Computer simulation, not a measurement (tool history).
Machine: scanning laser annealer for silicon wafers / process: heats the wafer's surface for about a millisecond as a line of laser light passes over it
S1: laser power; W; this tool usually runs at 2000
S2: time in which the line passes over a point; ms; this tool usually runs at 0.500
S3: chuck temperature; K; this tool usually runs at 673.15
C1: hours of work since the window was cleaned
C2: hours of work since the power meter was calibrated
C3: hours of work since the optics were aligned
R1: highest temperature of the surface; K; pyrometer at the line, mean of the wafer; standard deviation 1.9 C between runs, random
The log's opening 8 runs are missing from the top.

run	hour	S1	S2	S3	C1	C2	C3	R1
9	153.7	2000	0.500	673.15	575	400	1161	1402.15
10	171.3	2000	0.500	673.15	583	408	1169	1399.15
11	191.7	2000	0.500	673.15	592	417	1178	1400.15
12	218.1	2000	0.500	673.15	603	428	1189	1397.15
13	245.4	2000	0.500	673.15	615	440	1201	1397.15
14	268.0	2000	0.500	673.15	625	450	1211	1397.15
15	282.5	2070	0.500	673.15	631	456	1217	1432.15
16	296.8	1848	0.500	673.15	638	462	1223	1329.15
17	321.9	2073	0.500	673.15	648	473	1234	1430.15
18	348.3	2073	0.500	673.15	660	485	1246	1427.15
19	362.4	2073	0.500	673.15	666	491	1252	1426.15
20	377.0	2002	0.500	673.15	672	497	1258	1394.15
21	403.4	2002	0.500	673.15	684	508	1270	1396.15
22	424.3	2002	0.500	673.15	693	517	1279	1393.15
23	446.9	1754	0.455	639.15	703	527	1288	1222.15
24	460.2	1754	0.455	639.15	708	533	1294	1218.15
25	481.5	1919	0.500	636.15	718	542	1303	1320.15
26	507.6	2159	0.500	674.15	729	554	1315	1465.15
27	526.7	1725	0.443	711.15	737	562	1323	1272.15

Predict the results of run 28:
28	553.3	1972	0.529	637.15	749	573	1335	?

For run 28 the tool returned R1 1362.15 K.
Had the tool carried no hidden state, the very same run would have given R1 1426.15 K.
